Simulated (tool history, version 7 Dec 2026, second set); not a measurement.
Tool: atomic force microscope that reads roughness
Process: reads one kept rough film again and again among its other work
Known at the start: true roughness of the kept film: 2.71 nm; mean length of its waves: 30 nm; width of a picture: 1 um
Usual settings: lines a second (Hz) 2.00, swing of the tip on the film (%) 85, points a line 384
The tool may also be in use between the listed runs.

run   hour  lines a second (Hz)  swing of the tip on the film (%)  points a line  roughness of the kept film (nm (root mean square))
  1    0.0                 2.00                                85            384                                               1.901
  2   42.0                 2.00                                85            384                                               1.773
  3   64.3                 2.00                                85            364                                               1.714
  4   90.5                 0.72                                85            384                                               1.893
      99.3  -- new tip fitted
  5  133.0                 0.72                                85            384                                               2.173
  6  168.4                 2.00                                85            263                                               1.760
  7  213.5                 2.00                                85            263                                               1.663
     227.2  -- new tip fitted
  8  232.6                 0.60                                85            384                                               2.298
  9  269.9                 0.60                                85            384                                               2.181
 10  305.3                 2.00                                85            384                                               1.780
 11  336.7                 1.04                                85            384                                               1.873
     354.7  -- new tip fitted
 12  360.4                 1.04                                85            384                                               2.192
 13  380.8                 1.04                                85            384                                               2.124
 14  418.5                 1.04                                85            384                                               1.983
 15  456.0                 2.00                                55            328                                               2.027
     481.5  -- new tip fitted
 16  487.0                 3.44                                60            384                                               2.253
 17  517.3                 0.71                                80            305                                               2.202
 18  541.4                 2.00                                57            384                                               2.172
 19  567.8                 1.33                                79            384                                               1.954
 20  591.4                 1.33                                79            384                                               1.894
     607.8  -- new tip fitted
 21  618.0                 1.63                                72            384                                               2.244
 22  636.2                 2.00                                85            689                                               1.947
 23  677.0                 1.54                                88            689                                               1.866
 24  706.4                 1.54                                88            689                                               1.783
 25  725.5                 1.54                                88            689                                               1.717
     735.1  -- new tip fitted
 26  770.3                 2.00                                63            384                                               2.197
 27  809.5                 3.89                                59            367                                               2.001
 28  839.6                 3.89                                59            367                                               1.904

Forecast each of these 3 alternatives for the next run:
     861.6  -- new tip fitted
  A  866.5                 3.89                                78            367                                                   ?
     861.6  -- new tip fitted
  B  866.5                 1.22                                59            458                                                   ?
     861.6  -- new tip fitted
  C  866.5                 1.81                                62            634                                                   ?

run  roughness of the kept film (nm (root mean square))
  A                                               1.855
  B                                               2.413
  C                                               2.347
Without the tool's hidden state the same runs would have given:
run  roughness of the kept film (nm (root mean square))
  A                                               1.854
  B                                               2.412
  C                                               2.347
